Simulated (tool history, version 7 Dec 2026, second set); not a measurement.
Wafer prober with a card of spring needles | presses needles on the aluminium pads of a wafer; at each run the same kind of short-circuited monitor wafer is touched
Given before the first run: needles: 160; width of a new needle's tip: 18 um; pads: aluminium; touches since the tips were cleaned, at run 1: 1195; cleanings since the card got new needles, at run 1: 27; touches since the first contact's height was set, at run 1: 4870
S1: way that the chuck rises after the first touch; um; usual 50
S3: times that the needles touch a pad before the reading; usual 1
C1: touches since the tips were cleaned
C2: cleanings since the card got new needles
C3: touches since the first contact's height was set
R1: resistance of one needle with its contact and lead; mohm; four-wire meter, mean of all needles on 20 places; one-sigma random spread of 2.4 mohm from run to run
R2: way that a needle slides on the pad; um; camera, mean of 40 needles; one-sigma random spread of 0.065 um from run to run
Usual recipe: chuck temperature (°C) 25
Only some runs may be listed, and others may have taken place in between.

run 1 hour=0 | S1=50 chuck_temperature_(°C)=25 S3=1 | C1=1195 C2=27 C3=4870 | R1=487 R2=12.69
-- hour=9 tips cleaned on abrasive film
-- hour=21.4 tips cleaned on abrasive film
-- hour=34.8 tips cleaned on abrasive film
-- hour=48.3 tips cleaned on abrasive film
run 2 hour=49.3 | S1=50 chuck_temperature_(°C)=25 S3=1 | C1=297 C2=31 C3=20082 | R1=365 R2=12.63
-- hour=60.8 tips cleaned on abrasive film
-- hour=75.6 tips cleaned on abrasive film
run 3 hour=81.3 | S1=50 chuck_temperature_(°C)=25 S3=1 | C1=1783 C2=33 C3=30008 | R1=549 R2=12.65
-- hour=89.9 tips cleaned on abrasive film
-- hour=103.2 tips cleaned on abrasive film
-- hour=118.1 tips cleaned on abrasive film
run 4 hour=122.5 | S1=50 chuck_temperature_(°C)=25 S3=1 | C1=1376 C2=36 C3=42717 | R1=541 R2=12.59
-- hour=131.4 tips cleaned on abrasive film
-- hour=146.1 tips cleaned on abrasive film
run 5 hour=150 | S1=50 chuck_temperature_(°C)=25 S3=1 | C1=1200 C2=38 C3=51217 | R1=513 R2=12.39
-- hour=160.3 tips cleaned on abrasive film
-- hour=170.7 tips cleaned on abrasive film, once more
run 6 hour=176.3 | S1=50 chuck_temperature_(°C)=25 S3=1 | C1=1722 C2=40 C3=59339 | R1=580 R2=12.47
-- hour=183.9 tips cleaned on abrasive film
-- hour=195.9 tips cleaned on abrasive film
run 7 hour=197.4 | S1=50 chuck_temperature_(°C)=25 S3=1 | C1=477 C2=42 C3=65853 | R1=404 R2=12.49
-- hour=209 tips cleaned on abrasive film
-- hour=223.1 tips cleaned on abrasive film
-- hour=236.9 tips cleaned on abrasive film
run 8 hour=241.8 | S1=50 chuck_temperature_(°C)=25 S3=1 | C1=1507 C2=45 C3=79584 | R1=527 R2=12.4
-- hour=250.7 tips cleaned on abrasive film
-- hour=265.1 tips cleaned on abrasive film
run 9 hour=268.6 | S1=50 chuck_temperature_(°C)=25 S3=1 | C1=1070 C2=47 C3=87862 | R1=508 R2=12.4
-- hour=279.3 tips cleaned on abrasive film
-- hour=293.8 tips cleaned on abrasive film
run 10 hour=294 | S1=50 chuck_temperature_(°C)=76 S3=1 | C1=53 C2=49 C3=95702 | R1=352 R2=12.33
-- hour=308.1 tips cleaned on abrasive film
-- hour=321.2 tips cleaned on abrasive film
run 11 hour=327.6 | S1=50 chuck_temperature_(°C)=76 S3=1 | C1=1970 C2=51 C3=106102 | R1=602 R2=12.29
-- hour=335.4 tips cleaned on abrasive film
-- hour=350.1 tips cleaned on abrasive film
-- hour=353.3 height of the first contact set anew
-- hour=364.2 tips cleaned on abrasive film
run 12 hour=364.6 | S1=50 chuck_temperature_(°C)=76 S3=1 | C1=112 C2=54 C3=3467 | R1=337 R2=12.74
-- hour=377.9 tips cleaned on abrasive film
run 13 hour=386.9 | S1=44 chuck_temperature_(°C)=76 S3=2 | C1=2815 C2=55 C3=10407 | R1=583 R2=11.19
-- hour=390 tips cleaned on abrasive film
-- hour=401.9 tips cleaned on abrasive film
-- hour=414.6 tips cleaned on abrasive film
-- hour=426.5 tips cleaned on abrasive film
run 14 hour=431.3 | S1=44 chuck_temperature_(°C)=76 S3=2 | C1=1510 C2=59 C3=24100 | R1=509 R2=11.1
-- hour=439.8 tips cleaned on abrasive film
-- hour=454.5 tips cleaned on abrasive film
run 15 hour=458.5 | S1=64 chuck_temperature_(°C)=39 S3=1 | C1=1259 C2=61 C3=32500 | R1=416 R2=16.16
-- hour=468.9 tips cleaned on abrasive film
-- hour=482.4 tips cleaned on abrasive film
-- hour=497.3 tips cleaned on abrasive film
run 16 hour=498 | S1=63 chuck_temperature_(°C)=79 S3=2 | C1=225 C2=64 C3=44704 | R1=311 R2=16.07
-- hour=511.1 tips cleaned on abrasive film
-- hour=525 tips cleaned on abrasive film
run 17 hour=525.7 | S1=36 chuck_temperature_(°C)=79 S3=2 | C1=209 C2=66 C3=53254 | R1=405 R2=8.85
-- hour=537.4 tips cleaned on abrasive film
-- hour=551.1 tips cleaned on abrasive film
run 18 hour=562.9 | S1=39 chuck_temperature_(°C)=113 S3=3 | C1=3666 C2=68 C3=64785 | R1=583 R2=9.64
-- hour=566 tips cleaned on abrasive film
-- hour=579.3 tips cleaned on abrasive film
run 19 hour=589.4 | S1=39 chuck_temperature_(°C)=113 S3=3 | C1=3147 C2=70 C3=72983 | R1=557 R2=9.59
-- hour=592.4 tips cleaned on abrasive film
-- hour=607.3 tips cleaned on abrasive film
-- hour=620.1 tips cleaned on abrasive film
run 20 hour=620.1 | S1=50 chuck_temperature_(°C)=84 S3=1 | C1=0 C2=73 C3=82427 | R1=323 R2=12.34
-- hour=633.9 tips cleaned on abrasive film
-- hour=646.9 tips cleaned on abrasive film
run 21 hour=652.1 | S1=50 chuck_temperature_(°C)=63 S3=1 | C1=1604 C2=75 C3=92325 | R1=624 R2=12.29
-- hour=660.1 tips cleaned on abrasive film
-- hour=674 tips cleaned on abrasive film
-- hour=687.6 tips cleaned on abrasive film
run 22 hour=687.6 | S1=50 chuck_temperature_(°C)=89 S3=1 | C1=0 C2=78 C3=103289 | R1=365 R2=12.23
-- hour=701.2 tips cleaned on abrasive film
-- hour=715.3 tips cleaned on abrasive film
-- hour=720.7 height of the first contact set anew
-- hour=729.4 tips cleaned on abrasive film
run 23 hour=729.8 | S1=64 chuck_temperature_(°C)=86 S3=2 | C1=116 C2=81 C3=2794 | R1=313 R2=16.29

A few steps of R1 between consecutive runs. Split each: what settings, incoming material and random variation would produce without the hidden state, and what is left over for the hidden state, along with gauge scatter present in only one of the two compared results (measured, and without hidden state):
Hidden state at play: debris on the tips, nm; way that the needles fall short of the set height, um; tips' diameter, um; drift of the gauge itself on contact_mohm, %; drift of the gauge itself on scrub_um, %.
Run 11 -> 12: tips cleaned on abrasive film, tips cleaned on abrasive film, height of the first contact set anew, tips cleaned on abrasive film. R1 -265 mohm: hidden state -265, all else +0.
Run 20 -> 21: chuck temperature (°C) 84 -> 63, tips cleaned on abrasive film, tips cleaned on abrasive film. R1 +301 mohm: hidden state +309, all else -8.
Run 21 -> 22: chuck temperature (°C) 63 -> 89, tips cleaned on abrasive film, tips cleaned on abrasive film, tips cleaned on abrasive film. R1 -259 mohm: hidden state -268, all else +9.

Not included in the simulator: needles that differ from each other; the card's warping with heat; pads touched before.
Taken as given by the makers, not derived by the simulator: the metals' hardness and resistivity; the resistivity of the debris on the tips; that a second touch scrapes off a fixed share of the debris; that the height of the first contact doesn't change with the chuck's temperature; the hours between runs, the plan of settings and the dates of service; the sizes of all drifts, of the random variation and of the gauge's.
